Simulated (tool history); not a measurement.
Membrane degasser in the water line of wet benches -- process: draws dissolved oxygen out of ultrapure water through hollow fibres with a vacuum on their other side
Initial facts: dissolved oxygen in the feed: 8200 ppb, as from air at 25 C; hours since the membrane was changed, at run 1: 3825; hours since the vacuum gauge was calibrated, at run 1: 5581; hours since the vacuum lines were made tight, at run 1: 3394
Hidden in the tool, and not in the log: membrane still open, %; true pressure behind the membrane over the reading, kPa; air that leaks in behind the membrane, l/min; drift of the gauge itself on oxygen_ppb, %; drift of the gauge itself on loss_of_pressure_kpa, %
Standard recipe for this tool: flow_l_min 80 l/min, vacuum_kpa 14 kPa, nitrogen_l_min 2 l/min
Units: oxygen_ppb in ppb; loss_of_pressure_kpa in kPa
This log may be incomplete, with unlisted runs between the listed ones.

run,hour,flow_l_min,vacuum_kpa,nitrogen_l_min,hours since the membrane was changed,hours since the vacuum gauge was calibrated,hours since the vacuum lines were made tight,oxygen_ppb,loss_of_pressure_kpa
1,0,80,14,2,3825,5581,3394,853.5,47.64
2,102.6,80,14,2,3927,5684,3496,843.2,47.82
3,152.8,80,14,1.21,3977,5734,3546,1188.1,47.31
4,206,80,14,1.21,4031,5787,3600,1170.8,47.81
# hour 269: vacuum gauge calibrated
5,271.9,80,14,1.21,4096,3,3665,1177,47.48
6,365.7,118,14,1.21,4190,97,3759,1594.4,70.55
7,466.3,118,14,1.21,4290,197,3859,1619.5,69.95
8,560.5,91,14,3.41,4385,292,3954,643.8,54.2
9,671.4,64,12.6,5.98,4495,402,4065,244.6,37.83
10,743.4,80,19.3,2,4567,474,4137,1158.4,47.37
11,830,80,19.3,2,4654,561,4223,1189.2,47.14

Alternative continuations, all from the tool just after run 11; predict every row:
A,893.1,80,14,1.61,4717,624,4286,?,?
B,893.1,80,19.3,1.18,4717,624,4286,?,?
C,893.1,80,23.2,3.36,4717,624,4286,?,?
D,893.1,80,22.9,2,4717,624,4286,?,?
E,893.1,108,8.8,1.69,4717,624,4286,?,?

run,oxygen_ppb,loss_of_pressure_kpa
A,976,47.24
B,1710.9,47.5
C,978.9,47.52
D,1368.5,47.25
E,750.4,63.31
Stripped of hidden state, with their random variation kept, the same runs would have yielded:
run,oxygen_ppb,loss_of_pressure_kpa
A,975.8,47.61
B,1710.8,47.87
C,978.8,47.89
D,1368.4,47.62
E,750.2,63.81
